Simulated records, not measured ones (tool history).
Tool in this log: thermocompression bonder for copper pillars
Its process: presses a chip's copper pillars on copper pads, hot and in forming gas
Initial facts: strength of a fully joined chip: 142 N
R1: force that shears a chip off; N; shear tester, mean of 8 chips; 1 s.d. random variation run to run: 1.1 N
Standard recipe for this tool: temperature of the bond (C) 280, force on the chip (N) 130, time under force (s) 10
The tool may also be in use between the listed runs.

Run 1, hour 0: usual settings. Result: R1 101.9 N.
Run 2, hour 17.1: usual settings. Result: R1 102.5 N.
Run 3, hour 33.8: usual settings. Result: R1 103 N.
Run 4, hour 43.9: usual settings but force on the chip (N) 180. Result: R1 117.9 N.
Run 5, hour 64.7: usual settings but force on the chip (N) 180. Result: R1 120.1 N.
Run 6, hour 79.1: usual settings but time under force (s) 6. Result: R1 87.6 N.
Run 7, hour 99.9: usual settings but temperature of the bond (C) 291. Result: R1 112.3 N.
Run 8, hour 118.5: usual settings. Result: R1 101 N.
Run 9, hour 139.8: usual settings but time under force (s) 6. Result: R1 86.4 N.
Run 10, hour 150: usual settings but time under force (s) 6. Result: R1 86.3 N.
At hour 151.5: forming gas filter changed.
Run 11, hour 163.1: usual settings. Result: R1 100.3 N.
Run 12, hour 175.7: usual settings. Result: R1 100.6 N.
Run 13, hour 193.4: usual settings. Result: R1 101.3 N.
Run 14, hour 205.4: usual settings. Result: R1 100.2 N.
Run 15, hour 226.7: usual settings but time under force (s) 6. Result: R1 89.6 N.
Run 16, hour 239.1: usual settings but time under force (s) 6. Result: R1 86.2 N.
Run 17, hour 254.4: usual settings but temperature of the bond (C) 252, time under force (s) 6. Result: R1 61.9 N.
Run 18, hour 263.8: usual settings but temperature of the bond (C) 252, time under force (s) 6. Result: R1 62 N.
Run 19, hour 275.2: usual settings but temperature of the bond (C) 287. Result: R1 106.5 N.
Run 20, hour 294.6: usual settings. Result: R1 101.1 N.
At hour 305.4: forming gas filter changed.
Run 21, hour 314.1: usual settings but time under force (s) 14. Result: R1 108.5 N.
Run 22, hour 335.6: usual settings but time under force (s) 18. Result: R1 113.7 N.
Run 23, hour 356.2: usual settings but time under force (s) 18. Result: R1 114.7 N.
Run 24, hour 366.3: usual settings but time under force (s) 18. Result: R1 114.6 N.
Run 25, hour 376.7: usual settings but time under force (s) 18. Result: R1 113.1 N.
Run 26, hour 398.3: usual settings but temperature of the bond (C) 255, force on the chip (N) 83, time under force (s) 7. Result: R1 46.5 N.
Run 27, hour 416.2: usual settings but temperature of the bond (C) 281, force on the chip (N) 120, time under force (s) 14. Result: R1 104.6 N.
Run 28, hour 432.9: usual settings but temperature of the bond (C) 281, force on the chip (N) 120, time under force (s) 14. Result: R1 104.2 N.
Run 29, hour 453.2: usual settings but temperature of the bond (C) 281, force on the chip (N) 120, time under force (s) 14. Result: R1 103.5 N.
At hour 459.3: forming gas filter changed.
Run 30, hour 465: usual settings but temperature of the bond (C) 281, force on the chip (N) 120, time under force (s) 14. Result: R1 105.3 N.
Run 31, hour 478.3: usual settings but temperature of the bond (C) 289, force on the chip (N) 137, time under force (s) 21. Result: R1 126.9 N.
Run 32, hour 491.5: usual settings but temperature of the bond (C) 262, force on the chip (N) 134, time under force (s) 5. Result: R1 68.5 N.
Run 33, hour 505.4: usual settings but temperature of the bond (C) 262, force on the chip (N) 154, time under force (s) 23. Result: R1 115.4 N.
Run 34, hour 517: usual settings but temperature of the bond (C) 300, force on the chip (N) 118, time under force (s) 16. Result: R1 120.2 N.
Run 35, hour 531.9: usual settings but temperature of the bond (C) 300, force on the chip (N) 118, time under force (s) 16. Result: R1 121.1 N.
Run 36, hour 550.5: usual settings but temperature of the bond (C) 295, time under force (s) 7. Result: R1 104.5 N.
Run 37, hour 560.8: usual settings but temperature of the bond (C) 296, force on the chip (N) 180, time under force (s) 6. Result: R1 118.2 N.
Run 38, hour 578.8: usual settings but temperature of the bond (C) 291, force on the chip (N) 180, time under force (s) 5. Result: R1 109.8 N.
Run 39, hour 588.5: usual settings but force on the chip (N) 159, time under force (s) 28. Result: R1 130.4 N.

Consider 4 possible next runs. They are alternatives, not a sequence: every one starts from the tool as it was left by run 39. What does each give?
Run A, hour 602.1: usual settings but temperature of the bond (C) 302, force on the chip (N) 87, time under force (s) 7. Result: R1 ?.
Run B, hour 602.1: usual settings but temperature of the bond (C) 288, force on the chip (N) 99, time under force (s) 16. Result: R1 ?.
Run C, hour 602.1: usual settings but temperature of the bond (C) 283, force on the chip (N) 159, time under force (s) 6. Result: R1 ?.
Run D, hour 602.1: usual settings but force on the chip (N) 119, time under force (s) 28. Result: R1 ?.

run     R1
  A   86.9
  B  104.2
  C  103.1
  D  121.6
With the hidden condition removed and each run's random variation left untouched, the same runs would have given:
run     R1
  A   87.5
  B    105
  C  103.9
  D  122.5
